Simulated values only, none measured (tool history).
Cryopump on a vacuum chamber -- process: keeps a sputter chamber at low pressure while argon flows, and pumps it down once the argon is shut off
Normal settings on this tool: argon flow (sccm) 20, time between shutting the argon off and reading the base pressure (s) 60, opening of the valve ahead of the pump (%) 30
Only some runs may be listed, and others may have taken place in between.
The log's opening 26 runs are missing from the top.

run    hour  argon flow (sccm)  time between shutting the argon off and reading the base pressure (s)  opening of the valve ahead of the pump (%)  hours of work since the pump was warmed up and emptied  hours of work since the cold head was overhauled  hours of work since the chamber's fittings were tightened  pressure while argon flows (Pa)  pressure after the wait (uPa)
 27  1422.2                 24                                                                     21                                          26                                                     764                                              1697                                                        856                           0.1247                           4.82
 28  1462.5                 24                                                                    159                                          15                                                     791                                              1724                                                        883                           0.2061                           1.34
 29  1518.5                 20                                                                     45                                          30                                                     828                                              1761                                                        920                           0.0924                           2.65
 30  1559.4                 20                                                                     45                                          30                                                     855                                              1789                                                        947                           0.0927                           2.76
 31  1595.8                 20                                                                     25                                          19                                                     879                                              1813                                                        971                           0.1403                           4.15
 32  1647.9                 37                                                                    230                                          30                                                     914                                              1847                                                       1006                           0.1759                            1.3
     1683.1  -- pump warmed up, emptied and cooled again
 33  1707.8                 31                                                                     24                                          30                                                      16                                              1884                                                       1042                            0.126                           4.26
 34  1751.9                 15                                                                     36                                          50                                                      46                                              1913                                                       1071                           0.0374                           3.05

The next listed run, before its measurement:
 35  1804.6                 15                                                                     36                                          50                                                      81                                              1948                                                       1106                                ?                              ?

{"run 35": {"pressure while argon flows (Pa)": 0.0375, "pressure after the wait (uPa)": 3.01}}
The same run, on a tool lacking any hidden state, would have yielded pressure while argon flows (Pa) 0.0367, pressure after the wait (uPa) 2.56.
